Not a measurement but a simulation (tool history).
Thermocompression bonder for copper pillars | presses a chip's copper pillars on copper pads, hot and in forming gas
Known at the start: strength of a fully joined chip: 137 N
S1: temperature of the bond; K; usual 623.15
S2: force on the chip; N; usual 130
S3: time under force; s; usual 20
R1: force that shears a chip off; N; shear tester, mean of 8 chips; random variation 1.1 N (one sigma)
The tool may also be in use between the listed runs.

run	hour	S1	S2	S3	R1
1	0	623.15	130	20	100
2	29.5	623.15	130	20	102
3	72.2	623.15	130	20	101.2
4	120.6	623.15	130	20	102.9
5	161	623.15	130	20	98.2
6	220.2	623.15	130	20	101.5
# hour 272: forming gas filter changed
7	280.1	623.15	173	20	108.9
8	316.2	623.15	173	20	109.4
9	377.5	623.15	173	20	110.7
10	443	623.15	173	20	110.6
11	503.4	623.15	173	20	111.6
12	537.6	623.15	173	20	111.1
13	591.7	623.15	173	20	109.9
14	623.2	623.15	130	16	96.8
15	689	623.15	130	20	101.7
16	730	623.15	130	20	100.9
17	784.8	623.15	130	20	98.3
18	832.7	635.15	130	20	107.5
# hour 848.3: forming gas filter changed
19	878.1	635.15	116	20	104
20	911.2	616.15	116	20	94
21	966.4	616.15	116	20	91.3
22	1016.2	648.15	122	15	104.5
23	1065.6	648.15	122	15	106.8
24	1113.4	648.15	122	15	107.6
25	1159.1	648.15	122	15	105.4
26	1194.2	623.15	109	20	95.8
27	1243.6	623.15	190	22	115.4
# hour 1259.4: heater calibrated with a thermocouple chip
28	1289.4	623.15	177	15	102.7
29	1335.9	623.15	130	11	87
30	1376.9	636.15	100	11	85.8
31	1420	636.15	154	20	112.4
# hour 1425.6: forming gas filter changed
32	1465.3	636.15	154	20	113.1
33	1505.4	636.15	154	20	113.7
34	1540.1	636.15	101	16	95
35	1596.3	647.15	101	42	123.1

Forecast each of these 3 alternatives for the next run:
A	1629.4	623.15	136	20	?
B	1629.4	612.15	190	18	?
C	1629.4	644.15	78	31	?

run	R1
A	103
B	103.1
C	106.9
Without the tool's hidden state the same runs would have given:
run	R1
A	103
B	103.2
C	107
